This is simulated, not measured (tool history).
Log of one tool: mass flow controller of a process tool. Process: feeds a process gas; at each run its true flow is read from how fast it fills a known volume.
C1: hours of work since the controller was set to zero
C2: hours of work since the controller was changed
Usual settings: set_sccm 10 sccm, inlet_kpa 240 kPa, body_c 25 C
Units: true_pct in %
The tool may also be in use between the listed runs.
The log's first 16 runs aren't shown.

run 17 hour=3838.8 | set_sccm=10 inlet_kpa=240 body_c=22 | C1=373 C2=2120 | true_pct=98.83
run 18 hour=4082.4 | set_sccm=7 inlet_kpa=162 body_c=22 | C1=448 C2=2195 | true_pct=97.94
run 19 hour=4243.2 | set_sccm=7 inlet_kpa=235 body_c=27 | C1=498 C2=2245 | true_pct=98.10
run 20 hour=4376.5 | set_sccm=10 inlet_kpa=240 body_c=21 | C1=539 C2=2286 | true_pct=98.80
run 21 hour=4593.7 | set_sccm=10 inlet_kpa=251 body_c=25 | C1=606 C2=2353 | true_pct=98.81
run 22 hour=4811.6 | set_sccm=10 inlet_kpa=251 body_c=25 | C1=674 C2=2421 | true_pct=98.72
run 23 hour=4949.4 | set_sccm=10 inlet_kpa=251 body_c=25 | C1=716 C2=2463 | true_pct=98.70
run 24 hour=5091.5 | set_sccm=2 inlet_kpa=147 body_c=25 | C1=760 C2=2507 | true_pct=95.60
run 25 hour=5259.5 | set_sccm=2 inlet_kpa=147 body_c=25 | C1=812 C2=2559 | true_pct=95.54
run 26 hour=5444.7 | set_sccm=10 inlet_kpa=158 body_c=36 | C1=869 C2=2616 | true_pct=97.92
run 27 hour=5715.9 | set_sccm=10 inlet_kpa=141 body_c=25 | C1=953 C2=2700 | true_pct=98.13
run 28 hour=5863.3 | set_sccm=3 inlet_kpa=255 body_c=25 | C1=998 C2=2745 | true_pct=96.75
run 29 hour=5991.3 | set_sccm=7 inlet_kpa=217 body_c=29 | C1=1038 C2=2785 | true_pct=97.66
run 30 hour=6288.4 | set_sccm=7 inlet_kpa=217 body_c=29 | C1=1130 C2=2877 | true_pct=97.66
run 31 hour=6534.3 | set_sccm=10 inlet_kpa=240 body_c=23 | C1=1206 C2=2953 | true_pct=98.44
run 32 hour=6681.7 | set_sccm=10 inlet_kpa=240 body_c=23 | C1=1251 C2=2998 | true_pct=98.53
run 33 hour=6912.9 | set_sccm=10 inlet_kpa=258 body_c=23 | C1=1323 C2=3070 | true_pct=98.63

5 ways to go on from here, each from the tool as it stands after run 33. What would each give?
run A hour=7113.3 | set_sccm=11 inlet_kpa=196 body_c=21 | C1=1384 C2=3132 | true_pct=?
run B hour=7113.3 | set_sccm=8 inlet_kpa=156 body_c=22 | C1=1384 C2=3132 | true_pct=?
run C hour=7113.3 | set_sccm=6 inlet_kpa=274 body_c=30 | C1=1384 C2=3132 | true_pct=?
run D hour=7113.3 | set_sccm=3 inlet_kpa=197 body_c=31 | C1=1384 C2=3132 | true_pct=?
run E hour=7113.3 | set_sccm=5 inlet_kpa=203 body_c=23 | C1=1384 C2=3132 | true_pct=?

run=A true_pct=98.44
run=B true_pct=97.67
run=C true_pct=97.57
run=D true_pct=95.79
run=E true_pct=97.00
Without the tool's hidden state the same runs would have given:
run=A true_pct=98.68
run=B true_pct=98.11
run=C true_pct=98.24
run=D true_pct=97.42
run=E true_pct=97.86

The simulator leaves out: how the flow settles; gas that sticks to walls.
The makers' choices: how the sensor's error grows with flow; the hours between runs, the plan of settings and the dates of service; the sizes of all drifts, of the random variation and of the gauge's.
